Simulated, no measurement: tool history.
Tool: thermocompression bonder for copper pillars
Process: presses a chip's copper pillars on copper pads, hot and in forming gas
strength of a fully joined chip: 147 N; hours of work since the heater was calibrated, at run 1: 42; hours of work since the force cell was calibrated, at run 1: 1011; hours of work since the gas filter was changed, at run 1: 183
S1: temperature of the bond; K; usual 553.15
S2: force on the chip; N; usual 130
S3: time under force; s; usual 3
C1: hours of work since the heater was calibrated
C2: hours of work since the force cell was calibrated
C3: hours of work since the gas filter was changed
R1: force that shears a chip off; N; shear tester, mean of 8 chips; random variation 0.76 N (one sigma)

run	hour	S1	S2	S3	C1	C2	C3	R1
1	0.0	553.15	130	3	42	1011	183	106.1
2	48.5	553.15	130	3	65	1034	206	103.7
3	106.3	553.15	111	3	92	1061	233	97.5
4	151.8	553.15	111	3	113	1082	254	97.6
5	187.4	553.15	111	3	130	1098	271	96.9
6	244.1	553.15	111	3	156	1125	297	98.1
7	304.2	553.15	111	3	184	1153	325	96.5
# hour 339.7: forming gas filter changed
8	341.5	553.15	111	3	202	1170	1	100.2
9	390.4	553.15	111	3	224	1193	24	98.8
10	446.8	553.15	87	3	251	1219	50	90.5
11	483.3	553.15	87	3	268	1236	67	88.9
12	528.6	553.15	87	3	289	1258	88	89.9
13	567.1	553.15	183	3	307	1276	106	114.6
14	619.3	553.15	130	3	331	1300	131	103.4
15	655.7	553.15	130	3	348	1317	148	101.8
16	712.8	553.15	130	3	375	1344	174	100.6
# hour 719.4: force cell calibrated
17	749.8	553.15	130	3	392	14	191	98.6
18	810.3	553.15	130	3	420	42	219	97.3
19	844.9	553.15	130	2	436	59	235	85.7
20	907.4	553.15	107	5	465	88	265	104.1
21	941.9	553.15	107	5	481	104	281	102.3
22	994.3	572.15	84	9	506	128	305	122.5
23	1042.2	572.15	84	9	528	151	328	120.9
# hour 1072.2: forming gas filter changed
24	1076.2	583.15	127	3	544	166	2	122.0
# hour 1114.6: heater calibrated with a thermocouple chip
25	1127.0	553.15	94	3	6	189	25	94.3
26	1181.7	546.15	110	2	31	215	50	84.2
27	1208.3	535.15	80	3	44	227	63	72.1
28	1254.0	536.15	80	3	65	249	84	71.4
29	1287.3	536.15	80	3	81	264	100	71.7
30	1312.5	582.15	186	3	92	276	111	132.8
31	1343.3	553.15	130	3	107	290	126	103.6
32	1370.9	575.15	158	3	120	303	139	127.0
33	1402.6	536.15	123	4	135	318	153	93.7
34	1460.2	556.15	185	3	161	345	180	117.8
35	1501.0	556.15	185	3	181	364	199	116.0

Hidden state at the last listed run before each entry between runs and at the first one after, where it differs:
Between runs 7 and 8: forming gas filter changed (hour 339.7)
  true temperature of the bond over the reading, C: -2.4 -> -2.7; force that reaches the chip, % of what is set: 106 -> 106.1; oxide that the forming gas leaves, % of the face: 4.22 -> 0.59
  measured less the result without the state, R1: -3.7 -> -0.3 N
Between runs 16 and 17: force cell calibrated (hour 719.4)
  true temperature of the bond over the reading, C: -5.5 -> -5.8; force that reaches the chip, % of what is set: 106.9 -> 100.4; oxide that the forming gas leaves, % of the face: 2.61 -> 2.79
  measured less the result without the state, R1: -4.5 -> -7.2 N
Between runs 23 and 24: forming gas filter changed (hour 1072.2)
  true temperature of the bond over the reading, C: -8 -> -8.3; force that reaches the chip, % of what is set: 101.1 -> 101.2; oxide that the forming gas leaves, % of the face: 4.31 -> 0.53
  measured less the result without the state, R1: -9.3 -> -4.8 N
Between runs 24 and 25: heater calibrated with a thermocouple chip (hour 1114.6)
  true temperature of the bond over the reading, C: -8.3 -> 0.5; force that reaches the chip, % of what is set: 101.2 -> 101.3; oxide that the forming gas leaves, % of the face: 0.53 -> 0.8
  measured less the result without the state, R1: -4.8 -> +0.7 N
